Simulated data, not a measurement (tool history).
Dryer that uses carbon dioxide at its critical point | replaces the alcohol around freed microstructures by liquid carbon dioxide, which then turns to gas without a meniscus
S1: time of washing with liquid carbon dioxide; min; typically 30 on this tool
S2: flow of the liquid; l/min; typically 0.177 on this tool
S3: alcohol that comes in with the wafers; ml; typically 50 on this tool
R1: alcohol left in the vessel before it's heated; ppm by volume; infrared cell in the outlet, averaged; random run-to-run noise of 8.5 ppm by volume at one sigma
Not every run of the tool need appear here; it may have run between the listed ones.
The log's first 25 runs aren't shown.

run   hour  S1     S2   S3    R1
 26  172.3  40  0.225   42    40
 27  178.5  21  0.177   50  2381
 28  184.8  30  0.198   83   610
 29  192.6  22  0.177   83  3371
 30  200.9  39  0.172   50   234
 31  208.3  30  0.151   50  1233
 32  217.7  29  0.183   82  1111
 33  226.3  35  0.128  105  2837
 34  232.3  18  0.182   50  3454
 35  241.4  18  0.182   50  3494
 36  246.8  36  0.283   40    37
 37  253.2  37   0.11   22   876
 38  259.1  24  0.179   50  1585
 39    268  30  0.146   27   819
 40  275.9  20  0.298   79   641
 41  282.4  22  0.174   26  1245
 42  290.5  22  0.174   39  1844
 43    300  18   0.21   93  4534
 44  308.7  18   0.21   93  4600
 45  316.4  22  0.116   73  9839
 46  323.4  46  0.185   56    95

3 ways to go on from here, each from the tool as it stands after run 46. What would each give?
  A  329.4  29  0.177  101   ?
  B  329.4  21  0.175   61   ?
  C  329.4  27  0.177   50   ?

run    R1
  A  1813
  B  3404
  C  1171
Without the tool's unlogged condition, the same runs would have read:
run    R1
  A  1096
  B  2383
  C   729

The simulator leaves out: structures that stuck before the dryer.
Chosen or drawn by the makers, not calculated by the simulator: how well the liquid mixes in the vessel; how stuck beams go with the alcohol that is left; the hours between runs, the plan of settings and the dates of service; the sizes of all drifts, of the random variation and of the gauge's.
